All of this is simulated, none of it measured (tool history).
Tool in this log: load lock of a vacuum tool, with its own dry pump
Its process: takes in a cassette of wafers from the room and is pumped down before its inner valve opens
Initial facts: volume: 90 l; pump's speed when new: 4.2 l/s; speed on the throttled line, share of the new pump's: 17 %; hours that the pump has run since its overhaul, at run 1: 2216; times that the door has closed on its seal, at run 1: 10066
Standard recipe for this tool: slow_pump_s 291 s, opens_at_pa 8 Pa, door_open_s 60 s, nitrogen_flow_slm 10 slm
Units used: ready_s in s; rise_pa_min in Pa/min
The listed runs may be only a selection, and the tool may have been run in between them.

run,hour,slow_pump_s,opens_at_pa,door_open_s,nitrogen_flow_slm,hours that the pump has run since its overhaul,times that the door has closed on its seal,"incoming humidity of the room's air, %",ready_s,rise_pa_min
1,0.0,291,8,60,10,2216,10066,43.0,446.4,0.035
2,108.9,291,8,60,10,2325,10300,42.7,448.3,0.041
3,205.5,291,8,60,10,2421,10508,45.0,444.6,0.040
4,262.5,291,8,60,10,2478,10630,48.2,446.6,0.042
5,360.0,291,8,28,10,2576,10839,42.8,447.7,0.024
6,443.9,291,8,28,10,2660,11020,46.2,448.7,0.031
7,536.7,291,8,28,24,2752,11219,45.2,452.0,0.027
8,592.3,291,8,28,24,2808,11339,45.7,448.5,0.022
9,659.6,291,8,28,24,2875,11483,46.3,450.8,0.016
10,768.5,291,8,60,10,2984,11717,48.2,448.0,0.042
11,819.3,291,8,60,10,3035,11826,41.0,452.7,0.036
12,922.9,291,8,60,10,3139,12049,46.0,446.9,0.035
13,1002.7,291,8,60,10,3218,12220,44.4,443.9,0.034
14,1047.4,291,8,47,10,3263,12316,42.2,446.6,0.032
15,1149.7,291,8,60,10,3365,12536,46.6,449.5,0.039
16,1216.5,291,8,60,10,3432,12679,45.4,447.6,0.042
17,1302.0,291,8,60,10,3518,12863,43.6,449.6,0.041
18,1353.2,291,8,60,10,3569,12973,42.4,446.5,0.038
19,1457.8,291,8,60,10,3673,13198,42.8,451.9,0.038
20,1529.7,291,14,60,10,3745,13352,46.7,434.3,0.041
21,1631.2,330,16,107,34,3847,13570,43.2,458.8,0.028
22,1679.2,385,9,40,4,3895,13673,46.8,522.7,0.035
23,1778.8,385,9,40,4,3994,13887,42.7,520.3,0.035
24,1863.3,291,8,185,10,4079,14069,44.4,450.4,0.063
25,1951.6,291,9,153,18,4167,14258,45.6,445.2,0.049
26,2053.4,291,9,153,18,4269,14477,45.3,445.4,0.048
27,2114.7,291,10,60,7,4330,14609,47.0,441.1,0.040
28,2169.3,202,8,26,14,4385,14726,45.2,372.9,0.023
29,2257.0,390,8,148,5,4473,14915,43.7,531.3,0.063
30,2311.6,364,8,70,10,4527,15032,47.3,511.1,0.044
31,2360.9,364,15,70,5,4577,15138,47.2,495.4,0.047
32,2424.3,237,8,40,7,4640,15274,46.4,399.8,0.041
33,2495.3,397,7,196,9,4711,15426,46.1,538.2,0.062
34,2593.6,210,7,196,9,4809,15638,43.5,380.3,0.062
35,2665.2,579,7,73,9,4881,15791,42.9,692.3,0.044
36,2738.6,291,6,60,27,4954,15949,45.8,459.0,0.026
37,2792.6,253,13,60,10,5008,16065,47.0,402.4,0.040
38,2879.2,291,8,25,10,5095,16251,43.6,448.4,0.020

Predict each of these 3 candidate next runs independently; none follows another, all start after run 38:
A,2973.5,291,9,25,4,5189,16454,44.7,?,?
B,2973.5,158,7,26,10,5189,16454,43.2,?,?
C,2973.5,291,8,60,4,5189,16454,42.8,?,?

run,ready_s,rise_pa_min
A,442.9,0.034
B,338.5,0.022
C,445.9,0.044
Without the tool's hidden state the same runs would have given:
run,ready_s,rise_pa_min
A,442.8,0.033
B,338.5,0.020
C,445.9,0.042
